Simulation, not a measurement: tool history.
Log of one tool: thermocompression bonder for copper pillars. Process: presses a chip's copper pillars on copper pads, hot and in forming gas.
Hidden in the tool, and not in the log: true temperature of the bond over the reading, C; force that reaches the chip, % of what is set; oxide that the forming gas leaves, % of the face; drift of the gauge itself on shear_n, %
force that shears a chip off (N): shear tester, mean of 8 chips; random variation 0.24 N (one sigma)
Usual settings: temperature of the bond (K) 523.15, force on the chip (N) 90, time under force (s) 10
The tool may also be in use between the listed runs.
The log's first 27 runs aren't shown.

| run | day | temperature of the bond (K) | force on the chip (N) | time under force (s) | hours of work since the heater was calibrated | hours of work since the force cell was calibrated | hours of work since the gas filter was changed | force that shears a chip off (N) |
|---|---|---|---|---|---|---|---|---|
| 28 | 22.779 | 510.15 | 110 | 28 | 290 | 601 | 75 | 49.9 |
| 29 | 23.242 | 521.15 | 90 | 26 | 294 | 606 | 79 | 49.6 |
| 30 | 23.946 | 536.15 | 74 | 15 | 302 | 613 | 86 | 44.4 |
| 31 | 24.892 | 502.15 | 95 | 15 | 311 | 622 | 96 | 30.4 |
| 32 | 25.938 | 527.15 | 108 | 6 | 322 | 633 | 107 | 36.5 |
| 33 | 26.404 | 506.15 | 90 | 10 | 327 | 638 | 111 | 26.5 |
| 34 | 27.329 | 546.15 | 132 | 6 | 336 | 647 | 121 | 54.4 |
| 35 | 28.125 | 546.15 | 132 | 6 | 344 | 655 | 129 | 54.1 |
| 36 | 28.783 | 534.15 | 110 | 10 | 351 | 662 | 136 | 48.9 |
| 37 | 29.917 | 514.15 | 86 | 8 | 362 | 673 | 147 | 26.8 |
| 38 | 30.779 | 524.15 | 93 | 12 | 371 | 682 | 156 | 39.2 |
|  | 30.883 | forming gas filter changed |
| 39 | 31.621 | 505.15 | 129 | 26 | 379 | 691 | 7 | 51 |
| 40 | 32.667 | 505.15 | 129 | 26 | 390 | 701 | 18 | 51.9 |

Forecast each of these 4 alternatives for the next run:
| A | 33.317 | 495.15 | 105 | 26 | 396 | 708 | 25 | ? |
| B | 33.317 | 532.15 | 90 | 12 | 396 | 708 | 25 | ? |
| C | 33.317 | 523.15 | 90 | 15 | 396 | 708 | 25 | ? |
| D | 33.317 | 499.15 | 129 | 6 | 396 | 708 | 25 | ? |

| run | force that shears a chip off (N) |
|---|---|
| A | 37.6 |
| B | 46.2 |
| C | 43.4 |
| D | 26.1 |
Without the tool's hidden state the same runs would have given:
| run | force that shears a chip off (N) |
|---|---|
| A | 36.3 |
| B | 45.4 |
| C | 42.4 |
| D | 25.2 |
